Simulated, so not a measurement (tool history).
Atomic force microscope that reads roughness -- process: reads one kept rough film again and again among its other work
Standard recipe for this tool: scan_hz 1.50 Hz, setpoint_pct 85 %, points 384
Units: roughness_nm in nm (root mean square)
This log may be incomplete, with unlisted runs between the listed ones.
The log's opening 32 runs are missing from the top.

| run | hour | scan_hz | setpoint_pct | points | pictures with this tip | hours of work since the height scale was calibrated | roughness_nm |
|---|---|---|---|---|---|---|---|
|  | 1050.8 | new tip fitted |
| 33 | 1065.6 | 1.60 | 77 | 683 | 36 | 106 | 2.474 |
|  | 1079.9 | new tip fitted |
| 34 | 1089.7 | 3.59 | 58 | 257 | 24 | 125 | 2.718 |
|  | 1109.9 | new tip fitted |
| 35 | 1135.4 | 1.50 | 57 | 318 | 63 | 161 | 2.177 |
|  | 1138.5 | new tip fitted |
|  | 1166.2 | new tip fitted |
| 36 | 1168.6 | 1.53 | 57 | 688 | 6 | 186 | 3.564 |
|  | 1194.2 | new tip fitted |
|  | 1203.3 | height scale calibrated on a step standard, once more |
| 37 | 1214.7 | 1.53 | 57 | 688 | 48 | 9 | 2.482 |
|  | 1226.1 | new tip fitted |
| 38 | 1240.3 | 1.53 | 57 | 688 | 35 | 29 | 2.701 |
|  | 1256.5 | new tip fitted |
| 39 | 1282.0 | 1.53 | 79 | 669 | 63 | 62 | 2.039 |
|  | 1285.1 | new tip fitted |
| 40 | 1301.1 | 2.07 | 85 | 384 | 40 | 77 | 2.345 |
|  | 1313.5 | new tip fitted |
| 41 | 1328.1 | 2.07 | 85 | 384 | 36 | 98 | 2.298 |
|  | 1342.7 | new tip fitted |
| 42 | 1349.5 | 2.01 | 72 | 401 | 16 | 115 | 3.115 |
|  | 1370.9 | new tip fitted |
| 43 | 1377.2 | 2.01 | 72 | 401 | 15 | 137 | 3.057 |
|  | 1398.8 | new tip fitted |
| 44 | 1416.7 | 2.01 | 72 | 401 | 44 | 168 | 2.399 |
|  | 1427.8 | new tip fitted |
| 45 | 1450.4 | 2.04 | 86 | 863 | 56 | 194 | 2.065 |
|  | 1457.1 | new tip fitted |
|  | 1486.2 | new tip fitted |
| 46 | 1488.2 | 1.07 | 87 | 384 | 5 | 224 | 3.384 |
|  | 1516.6 | new tip fitted |
| 47 | 1517.9 | 0.82 | 69 | 384 | 3 | 247 | 3.719 |

Predict each of these 5 candidate next runs independently; none follows another, all start after run 47:
| A | 1541.3 | 0.65 | 76 | 436 | 60 | 266 | ? |
| B | 1541.3 | 2.90 | 84 | 384 | 60 | 266 | ? |
| C | 1541.3 | 1.39 | 84 | 747 | 60 | 266 | ? |
| D | 1541.3 | 0.73 | 69 | 384 | 60 | 266 | ? |
| E | 1541.3 | 1.50 | 56 | 847 | 60 | 266 | ? |

| run | roughness_nm |
|---|---|
| A | 2.265 |
| B | 1.860 |
| C | 2.114 |
| D | 2.259 |
| E | 2.305 |
The same runs, with their run-to-run variation unchanged, on a tool lacking any hidden condition would have given:
| run | roughness_nm |
|---|---|
| A | 3.896 |
| B | 3.197 |
| C | 3.631 |
| D | 3.885 |
| E | 3.958 |
